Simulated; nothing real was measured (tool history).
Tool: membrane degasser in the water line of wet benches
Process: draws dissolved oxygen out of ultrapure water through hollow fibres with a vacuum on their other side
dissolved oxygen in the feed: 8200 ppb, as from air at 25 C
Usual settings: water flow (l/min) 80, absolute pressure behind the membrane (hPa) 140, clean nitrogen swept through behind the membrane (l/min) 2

run    hour  water flow (l/min)  absolute pressure behind the membrane (hPa)  clean nitrogen swept through behind the membrane (l/min)  dissolved oxygen in the water behind the degasser (ppb)  pressure that the water loses in the fibres (hPa)
  1       0                  80                                          140                                                         2                                                    832.8                                              381.1
  2    83.4                  80                                          140                                                         2                                                    832.1                                              377.6
  3   203.5                  80                                          140                                                         2                                                    826.5                                              375.5
  4     308                  80                                          140                                                         2                                                    834.1                                              377.9
  5   401.9                  80                                          140                                                         2                                                    836.6                                              374.1
  6   570.7                  80                                          140                                                         2                                                      837                                              379.6
  7   671.2                  80                                          140                                                         2                                                    835.7                                              378.8
  8   841.5                  80                                          103                                                         2                                                    581.3                                              377.4
  9   959.7                  80                                          103                                                         2                                                    584.8                                              376.8
 10  1117.9                  80                                          103                                                         2                                                    578.8                                              378.7
 11  1215.4                  80                                          103                                                         2                                                    578.4                                              380.7
     1226.9  -- vacuum gauge calibrated
 12  1382.6                  80                                          103                                                         2                                                    591.1                                              381.3
 13  1538.1                  80                                          219                                                         2                                                   1328.6                                              379.4
 14  1673.1                  80                                          219                                                         2                                                   1363.5                                              377.7
 15  1807.5                  56                                           98                                                       2.2                                                    371.6                                                267
 16  1961.1                  56                                           98                                                       2.2                                                    371.1                                              263.9
     2121.6  -- vacuum gauge calibrated, once more
 17  2127.5                  52                                          154                                                      2.96                                                    468.5                                              246.9
 18  2268.2                 104                                          154                                                      4.78                                                    621.4                                              496.8
 19  2415.8                 104                                          154                                                      4.78                                                    618.9                                              494.4
 20  2539.9                 103                                          154                                                      1.85                                                   1187.8                                              487.7
 21  2696.9                  94                                           90                                                      5.06                                                    298.4                                              445.7
 22  2816.7                  67                                           90                                                      5.06                                                    197.5                                              318.2
 23  2932.2                  67                                           90                                                      5.06                                                    195.2                                              319.9
 24  3051.7                  80                                          340                                                      0.88                                                   3196.9                                              374.7
 25  3148.1                  50                                          161                                                      5.24                                                    289.6                                              237.1
     3160.4  -- seals of the vacuum lines changed
 26  3308.6                  80                                          203                                                      2.81                                                    960.7                                              377.9
 27  3448.2                  80                                          342                                                      1.02                                                   2973.5                                              380.8
 28  3597.4                  49                                          297                                                       1.4                                                   1584.9                                              234.4

4 ways to go on from here, each from the tool as it stands after run 28. What would each give?
  A  3735.2                  69                                          169                                                      2.86                                                        ?                                                  ?
  B  3735.2                  49                                          188                                                      2.28                                                        ?                                                  ?
  C  3735.2                  49                                          185                                                      4.08                                                        ?                                                  ?
  D  3735.2                  80                                          169                                                         2                                                        ?                                                  ?

run  dissolved oxygen in the water behind the degasser (ppb)  pressure that the water loses in the fibres (hPa)
  A                                                    691.2                                                328
  B                                                    691.3                                              233.7
  C                                                    415.3                                              234.9
  D                                                   1021.9                                              379.5
Without the tool's hidden state the same runs would have given:
run  dissolved oxygen in the water behind the degasser (ppb)  pressure that the water loses in the fibres (hPa)
  A                                                    686.3                                              319.9
  B                                                    688.4                                                228
  C                                                    413.1                                              229.1
  D                                                     1015                                              370.2

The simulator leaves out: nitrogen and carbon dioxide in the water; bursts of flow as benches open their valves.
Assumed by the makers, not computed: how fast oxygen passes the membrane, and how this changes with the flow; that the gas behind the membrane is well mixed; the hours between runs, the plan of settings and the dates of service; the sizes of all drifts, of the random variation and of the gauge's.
